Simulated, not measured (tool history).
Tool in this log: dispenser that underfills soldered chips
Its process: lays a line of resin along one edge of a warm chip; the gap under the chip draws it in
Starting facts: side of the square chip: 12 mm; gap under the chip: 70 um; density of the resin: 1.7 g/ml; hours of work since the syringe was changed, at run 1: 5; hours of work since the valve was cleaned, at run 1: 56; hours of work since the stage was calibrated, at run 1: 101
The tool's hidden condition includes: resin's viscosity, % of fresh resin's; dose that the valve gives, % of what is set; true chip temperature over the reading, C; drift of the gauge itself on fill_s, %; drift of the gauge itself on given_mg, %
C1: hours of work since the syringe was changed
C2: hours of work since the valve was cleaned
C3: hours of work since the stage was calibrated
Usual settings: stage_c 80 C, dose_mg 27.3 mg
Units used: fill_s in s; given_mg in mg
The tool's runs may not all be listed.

run 1 hour=0.0 | stage_c=80 dose_mg=27.3 | C1=5 C2=56 C3=101 | fill_s=51.7 given_mg=25.84
-- hour=6.3 new syringe of resin
run 2 hour=13.8 | stage_c=67 dose_mg=27.3 | C1=6 C2=67 C3=111 | fill_s=90.9 given_mg=25.81
-- hour=18.7 new syringe of resin
run 3 hour=20.4 | stage_c=80 dose_mg=27.3 | C1=1 C2=71 C3=116 | fill_s=40.7 given_mg=25.60
run 4 hour=26.3 | stage_c=80 dose_mg=27.3 | C1=6 C2=76 C3=120 | fill_s=55.1 given_mg=25.47
-- hour=31.1 new syringe of resin
-- hour=34.6 dispensing valve cleaned and set on the balance
run 5 hour=36.4 | stage_c=80 dose_mg=27.3 | C1=3 C2=1 C3=127 | fill_s=45.8 given_mg=27.49
-- hour=44.2 new syringe of resin
run 6 hour=45.1 | stage_c=80 dose_mg=27.3 | C1=1 C2=8 C3=133 | fill_s=38.8 given_mg=27.41
run 7 hour=52.4 | stage_c=80 dose_mg=27.3 | C1=6 C2=13 C3=138 | fill_s=56.6 given_mg=27.08
-- hour=56.8 new syringe of resin
run 8 hour=63.7 | stage_c=84 dose_mg=27.3 | C1=5 C2=22 C3=147 | fill_s=45.7 given_mg=26.91
-- hour=69.3 new syringe of resin
run 9 hour=73.3 | stage_c=84 dose_mg=27.3 | C1=3 C2=29 C3=154 | fill_s=38.7 given_mg=26.43
run 10 hour=79.1 | stage_c=84 dose_mg=27.3 | C1=7 C2=33 C3=158 | fill_s=54.0 given_mg=26.81
-- hour=81.1 new syringe of resin
-- hour=92.9 new syringe of resin
run 11 hour=92.9 | stage_c=84 dose_mg=27.3 | C1=0 C2=43 C3=168 | fill_s=31.1 given_mg=26.47
-- hour=104.7 new syringe of resin
run 12 hour=104.7 | stage_c=84 dose_mg=32.3 | C1=0 C2=52 C3=177 | fill_s=32.3 given_mg=30.79
-- hour=116.9 new syringe of resin
run 13 hour=116.9 | stage_c=84 dose_mg=32.3 | C1=0 C2=61 C3=186 | fill_s=31.5 given_mg=30.60
run 14 hour=124.4 | stage_c=84 dose_mg=32.3 | C1=6 C2=66 C3=191 | fill_s=47.0 given_mg=30.63
-- hour=128.8 new syringe of resin
run 15 hour=137.3 | stage_c=84 dose_mg=32.3 | C1=6 C2=76 C3=201 | fill_s=50.1 given_mg=30.19
-- hour=141.0 new syringe of resin
-- hour=145.1 dispensing valve cleaned and set on the balance
run 16 hour=148.2 | stage_c=84 dose_mg=32.3 | C1=5 C2=2 C3=208 | fill_s=44.8 given_mg=32.36
-- hour=154.2 new syringe of resin
run 17 hour=155.7 | stage_c=84 dose_mg=32.3 | C1=1 C2=8 C3=214 | fill_s=34.4 given_mg=32.02
run 18 hour=162.5 | stage_c=84 dose_mg=32.3 | C1=6 C2=13 C3=219 | fill_s=49.3 given_mg=31.87
-- hour=166.1 new syringe of resin
run 19 hour=169.0 | stage_c=84 dose_mg=32.3 | C1=2 C2=18 C3=223 | fill_s=37.7 given_mg=31.90
-- hour=178.2 new syringe of resin
run 20 hour=178.2 | stage_c=78 dose_mg=35.2 | C1=0 C2=24 C3=230 | fill_s=39.4 given_mg=34.34
run 21 hour=185.4 | stage_c=73 dose_mg=24.9 | C1=5 C2=30 C3=236 | fill_s=70.7 given_mg=24.40
-- hour=190.3 new syringe of resin
run 22 hour=195.7 | stage_c=84 dose_mg=23.6 | C1=4 C2=37 C3=243 | fill_s=44.2 given_mg=22.74
-- hour=202.2 new syringe of resin
run 23 hour=208.9 | stage_c=84 dose_mg=23.6 | C1=5 C2=47 C3=253 | fill_s=47.7 given_mg=22.68
-- hour=214.7 new syringe of resin
run 24 hour=215.1 | stage_c=80 dose_mg=25.0 | C1=0 C2=52 C3=257 | fill_s=39.2 given_mg=23.94
-- hour=226.7 new syringe of resin
run 25 hour=228.3 | stage_c=81 dose_mg=29.2 | C1=1 C2=61 C3=267 | fill_s=39.4 given_mg=27.55
-- hour=238.5 new syringe of resin
run 26 hour=242.1 | stage_c=81 dose_mg=29.2 | C1=3 C2=71 C3=277 | fill_s=43.1 given_mg=27.44
-- hour=250.8 new syringe of resin
-- hour=256.2 dispensing valve cleaned and set on the balance
run 27 hour=256.2 | stage_c=81 dose_mg=29.2 | C1=3 C2=0 C3=287 | fill_s=44.4 given_mg=29.07
-- hour=264.3 new syringe of resin
run 28 hour=269.5 | stage_c=81 dose_mg=29.2 | C1=4 C2=10 C3=297 | fill_s=46.2 given_mg=28.97
-- hour=276.1 new syringe of resin
run 29 hour=278.0 | stage_c=71 dose_mg=25.7 | C1=1 C2=16 C3=303 | fill_s=57.0 given_mg=25.25
-- hour=288.1 new syringe of resin
run 30 hour=290.2 | stage_c=76 dose_mg=30.3 | C1=2 C2=25 C3=312 | fill_s=48.9 given_mg=29.70
-- hour=300.6 new syringe of resin
run 31 hour=301.4 | stage_c=86 dose_mg=27.5 | C1=1 C2=33 C3=320 | fill_s=33.0 given_mg=26.63
run 32 hour=310.1 | stage_c=86 dose_mg=27.5 | C1=7 C2=40 C3=327 | fill_s=49.9 given_mg=26.51
-- hour=313.1 new syringe of resin
run 33 hour=317.4 | stage_c=80 dose_mg=29.5 | C1=3 C2=45 C3=332 | fill_s=48.1 given_mg=28.37
-- hour=325.0 new syringe of resin
run 34 hour=325.9 | stage_c=80 dose_mg=30.1 | C1=1 C2=51 C3=338 | fill_s=40.0 given_mg=28.72
run 35 hour=331.9 | stage_c=81 dose_mg=33.4 | C1=5 C2=56 C3=343 | fill_s=51.2 given_mg=31.70
-- hour=337.3 new syringe of resin
run 36 hour=338.1 | stage_c=81 dose_mg=33.4 | C1=1 C2=60 C3=347 | fill_s=37.6 given_mg=31.46

Below, some changes in fill_s between adjacent runs. For each, the amount present without the hidden state too (settings, incoming material, random variation) and the amount remaining for the hidden state with gauge scatter not shared by both compared results:
Run 1 -> 2: stage_c 80 -> 67, new syringe of resin. fill_s +39.2 s: hidden state +15.3, all else +23.9.
Run 2 -> 3: stage_c 67 -> 80, new syringe of resin. fill_s -50.2 s: hidden state -26.5, all else -23.7.
Run 10 -> 11: new syringe of resin, new syringe of resin. fill_s -22.9 s: hidden state -21.9, all else -1.0.
Run 20 -> 21: stage_c 78 -> 73, dose_mg 35.2 -> 24.9. fill_s +31.3 s: hidden state +22.1, all else +9.2.
